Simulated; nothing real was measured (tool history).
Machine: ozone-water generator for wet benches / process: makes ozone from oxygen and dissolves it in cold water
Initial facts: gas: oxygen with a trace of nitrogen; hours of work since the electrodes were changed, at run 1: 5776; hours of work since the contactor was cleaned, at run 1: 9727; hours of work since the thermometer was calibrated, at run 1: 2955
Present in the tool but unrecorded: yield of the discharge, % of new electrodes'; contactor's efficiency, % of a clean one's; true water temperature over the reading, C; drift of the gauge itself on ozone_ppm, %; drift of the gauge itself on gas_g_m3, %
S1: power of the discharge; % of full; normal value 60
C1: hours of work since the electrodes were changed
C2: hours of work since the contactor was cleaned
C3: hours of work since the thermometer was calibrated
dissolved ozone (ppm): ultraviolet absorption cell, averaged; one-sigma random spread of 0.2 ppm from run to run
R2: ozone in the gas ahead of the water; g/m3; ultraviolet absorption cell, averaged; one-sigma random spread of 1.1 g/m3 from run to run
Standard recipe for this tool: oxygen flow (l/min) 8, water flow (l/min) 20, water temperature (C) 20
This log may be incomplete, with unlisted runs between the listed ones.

run 1 hour=0 | S1=60 oxygen_flow_(l/min)=8 water_flow_(l/min)=20 water_temperature_(C)=20 | C1=5776 C2=9727 C3=2955 | dissolved_ozone_(ppm)=26.3 R2=184.6
run 2 hour=144.9 | S1=60 oxygen_flow_(l/min)=8 water_flow_(l/min)=20 water_temperature_(C)=20 | C1=5914 C2=9865 C3=3093 | dissolved_ozone_(ppm)=25.9 R2=186.3
run 3 hour=282 | S1=60 oxygen_flow_(l/min)=8 water_flow_(l/min)=20 water_temperature_(C)=20 | C1=6044 C2=9995 C3=3223 | dissolved_ozone_(ppm)=25.8 R2=187.1
run 4 hour=482.3 | S1=60 oxygen_flow_(l/min)=8 water_flow_(l/min)=20 water_temperature_(C)=20 | C1=6235 C2=10186 C3=3414 | dissolved_ozone_(ppm)=25.7 R2=185
-- hour=523.2 water thermometer calibrated
run 5 hour=594.2 | S1=60 oxygen_flow_(l/min)=8 water_flow_(l/min)=20 water_temperature_(C)=20 | C1=6341 C2=10292 C3=68 | dissolved_ozone_(ppm)=25.8 R2=183.8
run 6 hour=786.7 | S1=60 oxygen_flow_(l/min)=8 water_flow_(l/min)=20 water_temperature_(C)=20 | C1=6524 C2=10475 C3=251 | dissolved_ozone_(ppm)=25.6 R2=183.8
run 7 hour=959.3 | S1=60 oxygen_flow_(l/min)=8 water_flow_(l/min)=20 water_temperature_(C)=20 | C1=6688 C2=10639 C3=415 | dissolved_ozone_(ppm)=25.7 R2=184
run 8 hour=1088.8 | S1=60 oxygen_flow_(l/min)=8 water_flow_(l/min)=20 water_temperature_(C)=20 | C1=6812 C2=10763 C3=538 | dissolved_ozone_(ppm)=25.5 R2=183.9
-- hour=1149.9 contactor cleaned
run 9 hour=1272.6 | S1=60 oxygen_flow_(l/min)=8 water_flow_(l/min)=18 water_temperature_(C)=20 | C1=6983 C2=117 C3=709 | dissolved_ozone_(ppm)=28 R2=183.3
run 10 hour=1366.9 | S1=60 oxygen_flow_(l/min)=8 water_flow_(l/min)=18 water_temperature_(C)=20 | C1=7072 C2=206 C3=799 | dissolved_ozone_(ppm)=28.3 R2=181.3
run 11 hour=1449.3 | S1=60 oxygen_flow_(l/min)=8 water_flow_(l/min)=18 water_temperature_(C)=20 | C1=7151 C2=285 C3=877 | dissolved_ozone_(ppm)=28.3 R2=181.7
run 12 hour=1635 | S1=60 oxygen_flow_(l/min)=8 water_flow_(l/min)=18 water_temperature_(C)=20 | C1=7328 C2=462 C3=1054 | dissolved_ozone_(ppm)=27.6 R2=180.1
run 13 hour=1781.7 | S1=60 oxygen_flow_(l/min)=8 water_flow_(l/min)=26 water_temperature_(C)=20 | C1=7467 C2=601 C3=1194 | dissolved_ozone_(ppm)=22.3 R2=180.9
run 14 hour=1937.7 | S1=60 oxygen_flow_(l/min)=8 water_flow_(l/min)=26 water_temperature_(C)=20 | C1=7616 C2=750 C3=1342 | dissolved_ozone_(ppm)=22.2 R2=179.6
run 15 hour=2055.8 | S1=60 oxygen_flow_(l/min)=8 water_flow_(l/min)=20 water_temperature_(C)=20 | C1=7728 C2=862 C3=1455 | dissolved_ozone_(ppm)=26.1 R2=179.4
run 16 hour=2223.8 | S1=60 oxygen_flow_(l/min)=8 water_flow_(l/min)=20 water_temperature_(C)=20 | C1=7888 C2=1022 C3=1614 | dissolved_ozone_(ppm)=25.9 R2=179.8
run 17 hour=2400.4 | S1=60 oxygen_flow_(l/min)=8 water_flow_(l/min)=20 water_temperature_(C)=20 | C1=8056 C2=1190 C3=1782 | dissolved_ozone_(ppm)=25.9 R2=180.8
run 18 hour=2599 | S1=88 oxygen_flow_(l/min)=14.11 water_flow_(l/min)=20 water_temperature_(C)=15 | C1=8245 C2=1379 C3=1971 | dissolved_ozone_(ppm)=34.6 R2=172.5
run 19 hour=2752.5 | S1=88 oxygen_flow_(l/min)=14.11 water_flow_(l/min)=20 water_temperature_(C)=15 | C1=8391 C2=1525 C3=2117 | dissolved_ozone_(ppm)=34.2 R2=175
run 20 hour=2862.6 | S1=40 oxygen_flow_(l/min)=8 water_flow_(l/min)=20 water_temperature_(C)=23 | C1=8496 C2=1630 C3=2222 | dissolved_ozone_(ppm)=20.6 R2=150.6
run 21 hour=2960 | S1=40 oxygen_flow_(l/min)=8 water_flow_(l/min)=20 water_temperature_(C)=23 | C1=8588 C2=1722 C3=2315 | dissolved_ozone_(ppm)=20 R2=147.6
run 22 hour=3164.3 | S1=60 oxygen_flow_(l/min)=14.14 water_flow_(l/min)=20 water_temperature_(C)=21 | C1=8783 C2=1917 C3=2509 | dissolved_ozone_(ppm)=25.1 R2=144.1
run 23 hour=3249.1 | S1=60 oxygen_flow_(l/min)=14.14 water_flow_(l/min)=20 water_temperature_(C)=21 | C1=8864 C2=1998 C3=2590 | dissolved_ozone_(ppm)=25.3 R2=144.6
run 24 hour=3411.5 | S1=60 oxygen_flow_(l/min)=14.14 water_flow_(l/min)=20 water_temperature_(C)=21 | C1=9018 C2=2152 C3=2744 | dissolved_ozone_(ppm)=24.9 R2=145.2
run 25 hour=3558 | S1=60 oxygen_flow_(l/min)=14.14 water_flow_(l/min)=20 water_temperature_(C)=21 | C1=9157 C2=2291 C3=2884 | dissolved_ozone_(ppm)=24.9 R2=144.6

The next listed run, before its measurement:
run 26 hour=3676.6 | S1=48 oxygen_flow_(l/min)=5.98 water_flow_(l/min)=25 water_temperature_(C)=20 | C1=9270 C2=2404 C3=2997 | dissolved_ozone_(ppm)=? R2=?

{"run 26": {"dissolved ozone (ppm)": 18.8, "R2": 176.6}}
With no hidden state in the tool, this same run would have given dissolved ozone (ppm) 21.7, R2 200.3 g/m3.
